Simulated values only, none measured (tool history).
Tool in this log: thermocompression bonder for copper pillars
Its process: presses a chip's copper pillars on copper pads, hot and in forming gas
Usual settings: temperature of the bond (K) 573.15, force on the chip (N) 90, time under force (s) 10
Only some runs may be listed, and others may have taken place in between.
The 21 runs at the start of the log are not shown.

| run | hour | temperature of the bond (K) | force on the chip (N) | time under force (s) | hours of work since the heater was calibrated | hours of work since the force cell was calibrated | hours of work since the gas filter was changed | force that shears a chip off (N) |
|---|---|---|---|---|---|---|---|---|
| 22 | 517.9 | 573.15 | 81 | 20 | 783 | 24 | 68 | 67 |
| 23 | 544.9 | 573.15 | 81 | 20 | 803 | 44 | 88 | 66.6 |
| 24 | 571.6 | 583.15 | 67 | 10 | 822 | 63 | 107 | 55.5 |
| 25 | 601.5 | 583.15 | 67 | 10 | 843 | 84 | 128 | 55.5 |
| 26 | 624.7 | 583.15 | 67 | 10 | 859 | 101 | 145 | 55.4 |
|  | 647.1 | forming gas filter changed |
| 27 | 655.1 | 582.15 | 102 | 10 | 881 | 122 | 6 | 66.3 |
| 28 | 676.6 | 596.15 | 124 | 8 | 896 | 137 | 21 | 72.4 |
| 29 | 711.2 | 596.15 | 112 | 8 | 921 | 162 | 46 | 69.4 |
| 30 | 726.3 | 573.15 | 90 | 6 | 932 | 173 | 57 | 52.1 |
| 31 | 750.7 | 588.15 | 103 | 5 | 949 | 190 | 74 | 58.2 |
| 32 | 772.1 | 603.15 | 74 | 10 | 964 | 206 | 89 | 64.4 |
| 33 | 798.6 | 581.15 | 90 | 26 | 983 | 225 | 108 | 72.4 |
| 34 | 828.3 | 593.15 | 116 | 26 | 1005 | 246 | 129 | 77.4 |
| 35 | 854 | 551.15 | 86 | 10 | 1023 | 264 | 148 | 48.9 |
|  | 872.4 | forming gas filter changed |
| 36 | 878.7 | 598.15 | 84 | 5 | 1040 | 281 | 5 | 56 |
| 37 | 897.6 | 573.15 | 102 | 10 | 1054 | 295 | 18 | 62.2 |
| 38 | 921.5 | 573.15 | 101 | 10 | 1071 | 312 | 35 | 61.8 |
| 39 | 941.6 | 595.15 | 59 | 12 | 1085 | 326 | 49 | 57.5 |

Predict each of these 3 candidate next runs independently; none follows another, all start after run 39:
| A | 976.4 | 595.15 | 59 | 6 | 1110 | 351 | 74 | ? |
| B | 976.4 | 555.15 | 57 | 10 | 1110 | 351 | 74 | ? |
| C | 976.4 | 573.15 | 121 | 23 | 1110 | 351 | 74 | ? |

| run | force that shears a chip off (N) |
|---|---|
| A | 47.2 |
| B | 39.1 |
| C | 73.3 |
With the hidden condition removed and each run's random variation left untouched, the same runs would have given:
| run | force that shears a chip off (N) |
|---|---|
| A | 50.1 |
| B | 41.5 |
| C | 78 |
